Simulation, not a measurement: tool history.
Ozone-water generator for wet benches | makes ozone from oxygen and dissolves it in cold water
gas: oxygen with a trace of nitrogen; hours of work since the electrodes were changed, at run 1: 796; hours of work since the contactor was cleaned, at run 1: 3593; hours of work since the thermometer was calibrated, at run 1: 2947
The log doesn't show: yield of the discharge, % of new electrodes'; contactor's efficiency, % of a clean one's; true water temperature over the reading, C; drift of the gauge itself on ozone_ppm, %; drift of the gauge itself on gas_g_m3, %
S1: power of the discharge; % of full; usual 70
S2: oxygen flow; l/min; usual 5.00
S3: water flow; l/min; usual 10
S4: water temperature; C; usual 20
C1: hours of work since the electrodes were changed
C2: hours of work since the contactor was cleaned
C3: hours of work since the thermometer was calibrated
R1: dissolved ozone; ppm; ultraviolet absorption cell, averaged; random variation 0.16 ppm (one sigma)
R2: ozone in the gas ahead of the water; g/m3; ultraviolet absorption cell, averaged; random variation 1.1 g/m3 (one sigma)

run 1 hour=0.0 | S1=70 S2=5.00 S3=10 S4=20 | C1=796 C2=3593 C3=2947 | R1=19.8 R2=190.2
run 2 hour=101.5 | S1=70 S2=5.00 S3=10 S4=25 | C1=888 C2=3685 C3=3040 | R1=18.1 R2=188.2
run 3 hour=226.3 | S1=42 S2=5.00 S3=10 S4=20 | C1=1002 C2=3798 C3=3153 | R1=15.1 R2=145.8
run 4 hour=317.3 | S1=42 S2=5.00 S3=10 S4=20 | C1=1084 C2=3881 C3=3236 | R1=15.1 R2=146.6
run 5 hour=390.8 | S1=90 S2=5.00 S3=10 S4=20 | C1=1151 C2=3948 C3=3302 | R1=22.8 R2=219.5
run 6 hour=552.9 | S1=70 S2=5.00 S3=10 S4=20 | C1=1298 C2=4095 C3=3450 | R1=19.9 R2=192.7
run 7 hour=641.6 | S1=70 S2=5.00 S3=10 S4=20 | C1=1379 C2=4176 C3=3530 | R1=20.0 R2=192.5
run 8 hour=753.6 | S1=70 S2=7.71 S3=10 S4=25 | C1=1481 C2=4277 C3=3632 | R1=15.2 R2=143.5
run 9 hour=865.9 | S1=62 S2=8.71 S3=11 S4=18 | C1=1583 C2=4379 C3=3734 | R1=15.0 R2=122.6
run 10 hour=1017.3 | S1=64 S2=5.00 S3=10 S4=23 | C1=1720 C2=4517 C3=3872 | R1=17.6 R2=182.5
-- hour=1062.4 contactor cleaned
run 11 hour=1179.7 | S1=51 S2=5.00 S3=10 S4=23 | C1=1864 C2=107 C3=4015 | R1=16.2 R2=163.2
run 12 hour=1272.4 | S1=51 S2=6.77 S3=6 S4=23 | C1=1949 C2=191 C3=4100 | R1=17.8 R2=130.7
run 13 hour=1365.4 | S1=51 S2=6.77 S3=6 S4=23 | C1=2033 C2=275 C3=4184 | R1=17.7 R2=132.0
run 14 hour=1442.9 | S1=51 S2=6.77 S3=6 S4=23 | C1=2104 C2=346 C3=4255 | R1=17.8 R2=132.7

Forecast each of these 4 alternatives for the next run:
run A hour=1531.3 | S1=58 S2=6.77 S3=12 S4=14 | C1=2184 C2=426 C3=4335 | R1=? R2=?
run B hour=1531.3 | S1=70 S2=5.00 S3=14 S4=19 | C1=2184 C2=426 C3=4335 | R1=? R2=?
run C hour=1531.3 | S1=51 S2=2.69 S3=6 S4=23 | C1=2184 C2=426 C3=4335 | R1=? R2=?
run D hour=1531.3 | S1=70 S2=3.50 S3=10 S4=21 | C1=2184 C2=426 C3=4335 | R1=? R2=?

run=A R1=16.6 R2=141.8
run=B R1=16.4 R2=193.7
run=C R1=25.9 R2=252.8
run=D R1=21.6 R2=247.6
Without the tool's hidden state the same runs would have given:
run=A R1=16.6 R2=140.4
run=B R1=16.4 R2=191.8
run=C R1=25.9 R2=250.2
run=D R1=21.6 R2=245.1

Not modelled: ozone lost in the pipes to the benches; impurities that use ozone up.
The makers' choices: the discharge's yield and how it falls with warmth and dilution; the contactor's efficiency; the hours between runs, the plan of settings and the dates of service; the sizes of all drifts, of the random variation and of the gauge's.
